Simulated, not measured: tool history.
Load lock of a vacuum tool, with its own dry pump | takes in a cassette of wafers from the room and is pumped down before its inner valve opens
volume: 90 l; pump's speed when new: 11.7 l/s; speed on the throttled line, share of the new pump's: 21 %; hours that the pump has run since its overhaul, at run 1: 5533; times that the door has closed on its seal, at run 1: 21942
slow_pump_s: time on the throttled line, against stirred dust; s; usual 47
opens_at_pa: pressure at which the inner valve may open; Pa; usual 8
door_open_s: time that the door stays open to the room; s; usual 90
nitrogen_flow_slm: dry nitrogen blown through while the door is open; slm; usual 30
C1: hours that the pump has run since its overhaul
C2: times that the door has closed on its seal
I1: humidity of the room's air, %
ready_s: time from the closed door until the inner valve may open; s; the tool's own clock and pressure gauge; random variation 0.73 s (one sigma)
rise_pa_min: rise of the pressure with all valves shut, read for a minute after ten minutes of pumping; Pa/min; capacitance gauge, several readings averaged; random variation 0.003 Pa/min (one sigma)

Run 1, hour 0.0: usual settings; C1 5533; C2 21942; I1 41.8. Result: ready_s 109.7 s, rise_pa_min 0.015 Pa/min.
Run 2, hour 481.0: usual settings; C1 6014; C2 22468; I1 47.0. Result: ready_s 110.0 s, rise_pa_min 0.020 Pa/min.
Run 3, hour 827.6: usual settings but nitrogen_flow_slm 4 slm; C1 6361; C2 22847; I1 43.1. Result: ready_s 109.3 s, rise_pa_min 0.031 Pa/min.
Run 4, hour 1060.0: usual settings but nitrogen_flow_slm 4 slm; C1 6593; C2 23102; I1 43.9. Result: ready_s 110.3 s, rise_pa_min 0.026 Pa/min.
Run 5, hour 1419.6: usual settings but door_open_s 80 s; C1 6953; C2 23495; I1 43.9. Result: ready_s 108.9 s, rise_pa_min 0.010 Pa/min.
Run 6, hour 1663.5: usual settings but slow_pump_s 41 s; C1 7197; C2 23762; I1 45.8. Result: ready_s 105.6 s, rise_pa_min 0.018 Pa/min.
Run 7, hour 2018.1: usual settings but slow_pump_s 41 s; C1 7551; C2 24149; I1 45.3. Result: ready_s 106.4 s, rise_pa_min 0.014 Pa/min.
Run 8, hour 2253.0: usual settings but slow_pump_s 41 s; C1 7786; C2 24406; I1 44.0. Result: ready_s 104.9 s, rise_pa_min 0.019 Pa/min.
Run 9, hour 2664.8: usual settings but slow_pump_s 41 s; C1 8198; C2 24856; I1 45.2. Result: ready_s 104.4 s, rise_pa_min 0.014 Pa/min.
Run 10, hour 2963.1: usual settings but slow_pump_s 41 s; C1 8496; C2 25183; I1 43.2. Result: ready_s 107.1 s, rise_pa_min 0.018 Pa/min.
Run 11, hour 3412.3: usual settings; C1 8945; C2 25674; I1 44.7. Result: ready_s 109.6 s, rise_pa_min 0.017 Pa/min.
Run 12, hour 3960.1: usual settings; C1 9493; C2 26273; I1 46.0. Result: ready_s 110.9 s, rise_pa_min 0.015 Pa/min.
Run 13, hour 4265.1: usual settings; C1 9798; C2 26606; I1 48.1. Result: ready_s 110.4 s, rise_pa_min 0.018 Pa/min.
Run 14, hour 4819.4: usual settings but opens_at_pa 10 Pa; C1 10353; C2 27212; I1 47.0. Result: ready_s 108.3 s, rise_pa_min 0.016 Pa/min.
Run 15, hour 5214.5: usual settings but opens_at_pa 10 Pa; C1 10748; C2 27645; I1 45.5. Result: ready_s 108.9 s, rise_pa_min 0.015 Pa/min.
Run 16, hour 5539.4: usual settings but opens_at_pa 10 Pa; C1 11073; C2 28000; I1 43.2. Result: ready_s 108.0 s, rise_pa_min 0.017 Pa/min.
Run 17, hour 5834.5: usual settings but opens_at_pa 10 Pa; C1 11368; C2 28323; I1 45.0. Result: ready_s 108.3 s, rise_pa_min 0.020 Pa/min.
Run 18, hour 6210.9: usual settings; C1 11744; C2 28734; I1 48.8. Result: ready_s 110.3 s, rise_pa_min 0.015 Pa/min.
Run 19, hour 6679.4: usual settings but slow_pump_s 50 s, nitrogen_flow_slm 6 slm; C1 12213; C2 29246; I1 46.5. Result: ready_s 112.3 s, rise_pa_min 0.027 Pa/min.
Run 20, hour 6988.8: usual settings but slow_pump_s 50 s, nitrogen_flow_slm 6 slm; C1 12522; C2 29585; I1 41.5. Result: ready_s 112.5 s, rise_pa_min 0.025 Pa/min.
Run 21, hour 7415.9: usual settings but slow_pump_s 30 s, opens_at_pa 10 Pa, door_open_s 28 s, nitrogen_flow_slm 8 slm; C1 12949; C2 30052; I1 45.9. Result: ready_s 95.0 s, rise_pa_min 0.013 Pa/min.
Run 22, hour 7908.2: usual settings but slow_pump_s 34 s, opens_at_pa 13 Pa, door_open_s 92 s, nitrogen_flow_slm 8 slm; C1 13441; C2 30590; I1 48.3. Result: ready_s 96.0 s, rise_pa_min 0.028 Pa/min.
Run 23, hour 8311.3: usual settings but slow_pump_s 34 s, opens_at_pa 13 Pa, door_open_s 92 s, nitrogen_flow_slm 8 slm; C1 13844; C2 31031; I1 48.1. Result: ready_s 96.8 s, rise_pa_min 0.028 Pa/min.
Run 24, hour 8726.3: usual settings but slow_pump_s 34 s, opens_at_pa 13 Pa, door_open_s 92 s, nitrogen_flow_slm 8 slm; C1 14259; C2 31485; I1 44.7. Result: ready_s 95.0 s, rise_pa_min 0.028 Pa/min.
Run 25, hour 9039.3: usual settings but slow_pump_s 50 s, door_open_s 27 s; C1 14572; C2 31827; I1 45.9. Result: ready_s 112.0 s, rise_pa_min 0.010 Pa/min.
Run 26, hour 9497.2: usual settings but opens_at_pa 15 Pa; C1 15030; C2 32328; I1 46.6. Result: ready_s 104.4 s, rise_pa_min 0.018 Pa/min.
Run 27, hour 9960.4: usual settings but slow_pump_s 46 s, opens_at_pa 10 Pa; C1 15494; C2 32834; I1 46.9. Result: ready_s 106.8 s, rise_pa_min 0.017 Pa/min.
Run 28, hour 10468.2: usual settings but nitrogen_flow_slm 9 slm; C1 16001; C2 33389; I1 44.1. Result: ready_s 109.9 s, rise_pa_min 0.031 Pa/min.
Run 29, hour 10933.6: usual settings but nitrogen_flow_slm 9 slm; C1 16467; C2 33898; I1 44.5. Result: ready_s 110.9 s, rise_pa_min 0.022 Pa/min.
At hour 11127.6: dry pump taken out, an overhauled one fitted.
Run 30, hour 11317.5: usual settings but opens_at_pa 7 Pa; C1 190; C2 34312; I1 43.2. Result: ready_s 111.7 s, rise_pa_min 0.017 Pa/min.
Run 31, hour 11812.3: usual settings but slow_pump_s 38 s; C1 685; C2 34853; I1 45.8. Result: ready_s 102.3 s, rise_pa_min 0.018 Pa/min.
Run 32, hour 12065.4: usual settings but slow_pump_s 48 s; C1 938; C2 35129; I1 47.1. Result: ready_s 111.1 s, rise_pa_min 0.020 Pa/min.
Run 33, hour 12616.4: usual settings but slow_pump_s 89 s, opens_at_pa 10 Pa, nitrogen_flow_slm 26 slm; C1 1489; C2 35732; I1 43.7. Result: ready_s 141.9 s, rise_pa_min 0.021 Pa/min.
Run 34, hour 12849.4: usual settings but slow_pump_s 89 s, opens_at_pa 10 Pa, nitrogen_flow_slm 26 slm; C1 1722; C2 35987; I1 49.2. Result: ready_s 141.4 s, rise_pa_min 0.021 Pa/min.
Run 35, hour 13321.0: usual settings but slow_pump_s 89 s, nitrogen_flow_slm 5 slm; C1 2193; C2 36502; I1 45.9. Result: ready_s 143.8 s, rise_pa_min 0.029 Pa/min.
Run 36, hour 13625.8: usual settings but slow_pump_s 89 s, nitrogen_flow_slm 5 slm; C1 2498; C2 36836; I1 47.5. Result: ready_s 143.9 s, rise_pa_min 0.027 Pa/min.

Forecast each of these 4 alternatives for the next run:
Run A, hour 14012.3: usual settings but slow_pump_s 24 s, door_open_s 221 s, nitrogen_flow_slm 24 slm; C1 2885; C2 37258; I1 43.6. Result: ready_s ?, rise_pa_min ?.
Run B, hour 14012.3: usual settings but slow_pump_s 89 s, opens_at_pa 14 Pa, door_open_s 49 s, nitrogen_flow_slm 5 slm; C1 2885; C2 37258; I1 44.5. Result: ready_s ?, rise_pa_min ?.
Run C, hour 14012.3: usual settings but slow_pump_s 80 s, opens_at_pa 7 Pa, nitrogen_flow_slm 11 slm; C1 2885; C2 37258; I1 45.3. Result: ready_s ?, rise_pa_min ?.
Run D, hour 14012.3: usual settings but slow_pump_s 25 s, opens_at_pa 13 Pa, nitrogen_flow_slm 39 slm; C1 2885; C2 37258; I1 46.7. Result: ready_s ?, rise_pa_min ?.

run  ready_s  rise_pa_min
  A     92.1        0.032
  B    139.1        0.020
  C    139.4        0.023
  D     89.0        0.016
Without the tool's hidden state the same runs would have given:
run  ready_s  rise_pa_min
  A     92.1        0.031
  B    139.1        0.018
  C    139.4        0.022
  D     89.0        0.014
